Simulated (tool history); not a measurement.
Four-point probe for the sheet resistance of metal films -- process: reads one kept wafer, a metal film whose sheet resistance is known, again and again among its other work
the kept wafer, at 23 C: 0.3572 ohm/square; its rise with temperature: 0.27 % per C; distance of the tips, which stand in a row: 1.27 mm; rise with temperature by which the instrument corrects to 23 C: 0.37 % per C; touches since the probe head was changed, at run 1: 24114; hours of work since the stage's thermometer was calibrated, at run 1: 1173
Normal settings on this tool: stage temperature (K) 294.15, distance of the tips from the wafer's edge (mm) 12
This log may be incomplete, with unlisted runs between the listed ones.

run     day  stage temperature (K)  distance of the tips from the wafer's edge (mm)  touches since the probe head was changed  hours of work since the stage's thermometer was calibrated  sheet resistance as the instrument gives it (ohm/square)
  1       0                 294.15                                               12                                     24114                                                        1173                                                  0.361792
  2   1.362                 294.15                                               12                                     25322                                                        1197                                                  0.361636
  3     3.3                 294.15                                               12                                     27037                                                        1233                                                  0.361484
  4   4.375                 294.15                                               35                                     27986                                                        1252                                                   0.35967
      4.629  -- stage's thermometer calibrated
  5   6.904                 294.15                                               35                                     30208                                                          41                                                  0.359647
  6   8.321                 294.15                                               35                                     31462                                                          67                                                  0.359464
  7    10.1                 294.15                                               35                                     33037                                                         100                                                  0.359455
  8  12.354                 297.15                                               73                                     35030                                                         141                                                  0.358195
  9  13.733                 292.15                                               38                                     36251                                                         166                                                  0.360077
 10  15.088                 298.15                                               29                                     37450                                                         190                                                  0.358069
 11  17.075                 298.15                                               63                                     39211                                                         226                                                  0.357627
 12  18.562                 298.15                                               35                                     40527                                                         254                                                  0.358064
     19.754  -- stage's thermometer calibrated, once more
 13  20.588                 292.15                                                5                                     42300                                                          15                                                   0.37214

Forecast each of these 5 alternatives for the next run:
  A  22.521                 306.15                                                4                                     44013                                                          50                                                         ?
  B  22.521                 299.15                                                5                                     44013                                                          50                                                         ?
  C  22.521                 305.15                                               26                                     44013                                                          50                                                         ?
  D  22.521                 307.15                                                7                                     44013                                                          50                                                         ?
  E  22.521                 292.15                                               33                                     44013                                                          50                                                         ?

run  sheet resistance as the instrument gives it (ohm/square)
  A                                                  0.373434
  B                                                   0.36962
  C                                                   0.35606
  D                                                  0.360972
  E                                                   0.36036
Stripped of hidden state, with their random variation kept, the same runs would have yielded:
run  sheet resistance as the instrument gives it (ohm/square)
  A                                                  0.371883
  B                                                  0.368083
  C                                                  0.354574
  D                                                  0.359468
  E                                                  0.358858
